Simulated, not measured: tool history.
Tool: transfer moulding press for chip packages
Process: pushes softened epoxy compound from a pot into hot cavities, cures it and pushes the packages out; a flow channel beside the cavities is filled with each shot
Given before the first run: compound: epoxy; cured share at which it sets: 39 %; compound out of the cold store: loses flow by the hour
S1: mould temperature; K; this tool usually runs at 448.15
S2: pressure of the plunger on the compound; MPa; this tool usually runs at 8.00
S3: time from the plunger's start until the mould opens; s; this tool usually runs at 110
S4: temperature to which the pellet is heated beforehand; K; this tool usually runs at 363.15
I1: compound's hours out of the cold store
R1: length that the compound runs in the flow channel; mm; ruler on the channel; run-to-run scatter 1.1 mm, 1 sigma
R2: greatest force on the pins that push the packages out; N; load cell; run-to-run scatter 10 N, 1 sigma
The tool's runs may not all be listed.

run     day      S1    S2   S3      S4    I1   R1    R2
  1   0.000  448.15  8.00  110  363.15  44.0  571   774
  2   0.633  448.15  8.00  144  363.15  18.8  629   788
      0.821  -- cavities cleaned with cleaning compound and waxed
  3   1.233  448.15  7.25  144  363.15  24.5  584   514
  4   1.721  448.15  7.25  144  363.15  20.7  595   593
  5   2.138  448.15  9.15  144  363.15  28.8  643   631
  6   2.754  448.15  9.15  144  363.15  29.2  641   699
      3.483  -- plunger's sealing rings changed
  7   3.621  448.15  8.00  110  358.15  41.7  583   839
  8   4.112  448.15  8.98  110  358.15  10.3  704   868
      4.312  -- cavities cleaned with cleaning compound and waxed
  9   4.838  448.15  8.00  134  363.15  13.5  652   531
 10   5.317  448.15  8.00  134  363.15  36.1  593   625
 11   6.062  448.15  8.00  134  363.15  40.7  580   684
 12   6.421  448.15  8.00  110  363.15  45.0  570   768
 13   7.188  448.15  8.00  129  363.15  17.2  639   778
      7.692  -- cavities cleaned with cleaning compound and waxed
 14   8.029  448.15  8.00  129  363.15  17.1  637   510
 15   8.438  450.15  8.19  131  365.15  40.4  578   549
 16   8.971  450.15  8.19  131  365.15  15.2  642   622
 17   9.654  452.15  6.54  131  354.15  42.2  510   715
 18  10.154  452.15  9.95   96  363.15  36.6  640   808
 19  10.533  448.15  8.00  110  356.15   8.8  654   857
     11.083  -- cavities cleaned with cleaning compound and waxed
 20  11.112  448.15  9.07  115  356.15  13.4  683   479
 21  11.867  448.15  9.07  115  356.15  17.5  669   609
 22  12.517  449.15  7.65  110  365.15  45.2  545   695
     12.838  -- plunger's sealing rings changed
 23  13.000  446.15  7.87  106  367.15   9.8  665   828
 24  13.638  441.15  7.87   93  366.15  24.1  636  1541
 25  14.417  441.15  7.02  122  364.15  22.8  603   965
     14.550  -- cavities cleaned with cleaning compound and waxed
 26  15.000  451.15  6.35  145  370.15  10.0  579   528
 27  15.362  448.15  8.00  110  363.15  27.2  613   624
 28  16.038  448.15  8.00  110  363.15  10.1  656   709

For some of the steps in R1 from one run to the next: how much would appear even if the tool had no hidden state, given the settings, what came in and random variation, and how much remains for the hidden state plus any gauge scatter that the measured result and the result without hidden state don't share?
The tool's hidden condition here consists of: true mould temperature over the reading, C; pressure that reaches the compound, % of what is set; grip of the stained cavities, % over clean ones'; drift of the gauge itself on flow_mm, %; drift of the gauge itself on push_out_n, %.
Run 6 -> 7: S2 9.15 -> 8.00, S3 144 -> 110, S4 363.15 -> 358.15, plunger's sealing rings changed. R1 -58 mm: hidden state +16, all else -74.
Run 16 -> 17: S1 450.15 -> 452.15, S2 8.19 -> 6.54, S4 365.15 -> 354.15. R1 -132 mm: hidden state +2, all else -134.
Run 17 -> 18: S2 6.54 -> 9.95, S3 131 -> 96, S4 354.15 -> 363.15. R1 +130 mm: hidden state -5, all else +135.
Run 22 -> 23: S1 449.15 -> 446.15, S2 7.65 -> 7.87, S3 110 -> 106, S4 365.15 -> 367.15, plunger's sealing rings changed. R1 +120 mm: hidden state +13, all else +107.
